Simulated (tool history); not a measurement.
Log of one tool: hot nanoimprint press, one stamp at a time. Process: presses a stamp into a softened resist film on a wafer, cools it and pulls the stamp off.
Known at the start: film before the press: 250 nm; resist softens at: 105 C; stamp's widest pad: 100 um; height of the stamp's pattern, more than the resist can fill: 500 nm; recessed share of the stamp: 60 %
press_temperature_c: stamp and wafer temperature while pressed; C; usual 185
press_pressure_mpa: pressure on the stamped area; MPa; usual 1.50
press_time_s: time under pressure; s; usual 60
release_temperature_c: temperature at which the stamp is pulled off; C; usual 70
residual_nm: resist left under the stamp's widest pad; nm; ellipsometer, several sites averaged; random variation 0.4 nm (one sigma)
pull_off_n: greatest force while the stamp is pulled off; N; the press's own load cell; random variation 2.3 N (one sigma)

run,hour,press_temperature_c,press_pressure_mpa,press_time_s,release_temperature_c,residual_nm,pull_off_n
1,0.0,185,1.50,60,70,108.7,147
2,42.7,186,1.50,60,70,103.7,149
3,84.7,185,1.50,30,70,138.9,153
4,131.3,185,1.50,30,70,137.9,148
# hour 145.5: stamp cleaned and given a new release coat
5,205.1,185,1.50,30,70,137.0,130
# hour 288.6: plate thermocouple calibrated
6,288.6,191,1.06,53,65,100.1,151
7,373.4,191,1.06,53,75,98.9,115
8,455.8,191,1.06,53,75,98.3,118
9,523.6,176,1.06,80,75,151.4,124

Forecast run 10:
# hour 570.6: stamp cleaned and given a new release coat
10,570.6,176,1.06,80,75,?,?

Run 10 gave residual_nm 150.8 nm, pull_off_n 102 N.
Without the tool's hidden state the same run would have given residual_nm 161.8 nm, pull_off_n 110 N.
